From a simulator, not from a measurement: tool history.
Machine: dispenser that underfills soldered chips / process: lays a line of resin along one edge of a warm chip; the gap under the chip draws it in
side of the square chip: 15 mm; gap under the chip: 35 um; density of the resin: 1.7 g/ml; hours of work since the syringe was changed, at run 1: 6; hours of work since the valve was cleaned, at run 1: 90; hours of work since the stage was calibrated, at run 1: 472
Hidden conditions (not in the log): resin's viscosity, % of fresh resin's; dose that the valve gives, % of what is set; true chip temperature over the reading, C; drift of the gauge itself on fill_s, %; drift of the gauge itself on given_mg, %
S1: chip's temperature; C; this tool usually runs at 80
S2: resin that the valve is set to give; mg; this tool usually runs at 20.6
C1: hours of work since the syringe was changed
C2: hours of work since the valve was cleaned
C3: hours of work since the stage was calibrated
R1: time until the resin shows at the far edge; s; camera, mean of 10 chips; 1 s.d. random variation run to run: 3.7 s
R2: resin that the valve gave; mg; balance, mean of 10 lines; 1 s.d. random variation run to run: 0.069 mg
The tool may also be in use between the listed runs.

Run 1, hour 0.0: usual settings; C1 6; C2 90; C3 472. Result: R1 560.6 s, R2 19.93 mg.
At hour 8.8: new syringe of resin.
Run 2, hour 12.5: usual settings; C1 3; C2 99; C3 482. Result: R1 424.7 s, R2 19.83 mg.
Run 3, hour 19.9: usual settings; C1 8; C2 104; C3 487. Result: R1 701.6 s, R2 19.63 mg.
At hour 25.6: new syringe of resin.
Run 4, hour 29.6: usual settings; C1 3; C2 112; C3 494. Result: R1 440.2 s, R2 19.68 mg.
Run 5, hour 37.0: usual settings; C1 9; C2 117; C3 500. Result: R1 712.4 s, R2 19.61 mg.
At hour 42.6: new syringe of resin.
At hour 43.6: dispensing valve cleaned and set on the balance.
Run 6, hour 45.8: usual settings; C1 2; C2 2; C3 506. Result: R1 383.5 s, R2 20.65 mg.
Run 7, hour 55.0: usual settings but S2 23.3 mg; C1 9; C2 9; C3 513. Result: R1 692.9 s, R2 23.18 mg.
At hour 59.8: new syringe of resin.
Run 8, hour 65.5: usual settings but S1 85 C; C1 4; C2 16; C3 520. Result: R1 361.6 s, R2 20.42 mg.
At hour 76.5: new syringe of resin.
Run 9, hour 81.8: usual settings but S2 20.0 mg; C1 4; C2 29; C3 532. Result: R1 468.8 s, R2 19.63 mg.
At hour 92.9: new syringe of resin.
Run 10, hour 98.6: usual settings but S2 20.0 mg; C1 4; C2 41; C3 545. Result: R1 483.8 s, R2 19.57 mg.
At hour 110.0: new syringe of resin.
Run 11, hour 112.8: usual settings but S2 21.9 mg; C1 2; C2 52; C3 556. Result: R1 384.5 s, R2 21.24 mg.
Run 12, hour 122.9: usual settings but S2 21.9 mg; C1 10; C2 59; C3 563. Result: R1 783.2 s, R2 21.25 mg.
At hour 126.5: new syringe of resin.
Run 13, hour 130.4: usual settings but S2 21.9 mg; C1 3; C2 65; C3 569. Result: R1 404.4 s, R2 21.25 mg.
At hour 143.4: new syringe of resin.
Run 14, hour 143.6: usual settings but S1 85 C, S2 21.9 mg; C1 0; C2 75; C3 578. Result: R1 253.3 s, R2 21.11 mg.
Run 15, hour 157.9: usual settings but S1 73 C, S2 21.9 mg; C1 11; C2 85; C3 589. Result: R1 1184.7 s, R2 21.05 mg.
At hour 159.6: new syringe of resin.
Run 16, hour 166.4: usual settings but S1 71 C, S2 20.9 mg; C1 5; C2 92; C3 596. Result: R1 753.4 s, R2 20.01 mg.
Run 17, hour 174.1: usual settings but S1 77 C, S2 23.0 mg; C1 11; C2 97; C3 601. Result: R1 980.4 s, R2 22.05 mg.
At hour 176.5: new syringe of resin.
Run 18, hour 186.8: usual settings but S2 23.1 mg; C1 8; C2 107; C3 611. Result: R1 618.2 s, R2 22.01 mg.
At hour 193.8: new syringe of resin.
Run 19, hour 196.8: usual settings but S1 71 C, S2 26.5 mg; C1 2; C2 114; C3 618. Result: R1 583.9 s, R2 25.28 mg.
At hour 207.2: dispensing valve cleaned and set on the balance.
At hour 211.3: new syringe of resin.
Run 20, hour 213.3: usual settings but S1 70 C, S2 24.2 mg; C1 2; C2 4; C3 630. Result: R1 577.1 s, R2 24.09 mg.
Run 21, hour 221.3: usual settings but S1 79 C, S2 19.9 mg; C1 8; C2 11; C3 636. Result: R1 666.0 s, R2 19.85 mg.
At hour 227.9: new syringe of resin.
Run 22, hour 233.1: usual settings but S1 65 C, S2 19.9 mg; C1 4; C2 19; C3 644. Result: R1 917.0 s, R2 19.61 mg.
Run 23, hour 240.4: usual settings but S1 66 C, S2 25.5 mg; C1 9; C2 25; C3 650. Result: R1 1434.1 s, R2 25.23 mg.
At hour 245.1: new syringe of resin.
Run 24, hour 255.1: usual settings but S1 66 C, S2 25.5 mg; C1 8; C2 36; C3 661. Result: R1 1159.4 s, R2 25.08 mg.
At hour 261.7: new syringe of resin.
Run 25, hour 269.0: usual settings but S1 66 C, S2 25.5 mg; C1 6; C2 46; C3 671. Result: R1 999.5 s, R2 24.96 mg.
At hour 277.9: new syringe of resin.
Run 26, hour 282.3: usual settings but S1 91 C, S2 19.0 mg; C1 3; C2 56; C3 681. Result: R1 263.8 s, R2 18.52 mg.
At hour 294.5: new syringe of resin.
Run 27, hour 296.4: usual settings but S1 74 C, S2 17.6 mg; C1 1; C2 66; C3 692. Result: R1 479.4 s, R2 17.04 mg.
At hour 310.7: new syringe of resin.
Run 28, hour 312.3: usual settings but S1 88 C, S2 22.7 mg; C1 1; C2 78; C3 703. Result: R1 248.8 s, R2 21.87 mg.
Run 29, hour 319.5: usual settings but S1 83 C, S2 20.9 mg; C1 7; C2 84; C3 709. Result: R1 496.4 s, R2 20.09 mg.
At hour 325.2: stage's temperature calibrated.
At hour 328.3: new syringe of resin.
Run 30, hour 329.8: usual settings but S1 83 C, S2 20.9 mg; C1 1; C2 90; C3 3. Result: R1 360.2 s, R2 20.15 mg.

Subtracting, for every run, the result it would have given without the tool's unlogged condition from the measured result gives the following. The same run-to-run variation enters both numbers; the gauge's scatter may not:
run      R1     R2
  1  +186.7  -0.74
  2   +48.4  -0.82
  3  +326.1  -0.87
  4   +61.9  -0.92
  5  +341.4  -0.97
  6    +8.3  -0.08
  7  +330.0  -0.15
  8   +76.6  -0.19
  9   +95.0  -0.30
 10  +105.7  -0.40
 11   +19.7  -0.55
 12  +407.9  -0.61
 13   +40.7  -0.67
 14   -35.8  -0.74
 15  +667.8  -0.84
 16  +189.4  -0.86
 17  +546.3  -0.99
 18  +252.9  -1.08
 19   +24.8  -1.31
 20   -16.7  -0.08
 21  +272.6  -0.12
 22  +144.5  -0.19
 23  +695.7  -0.30
 24  +448.1  -0.41
 25  +277.8  -0.52
 26   +35.3  -0.46
 27   -22.6  -0.51
 28   -10.1  -0.76
 29  +178.5  -0.74
 30   +41.0  -0.80
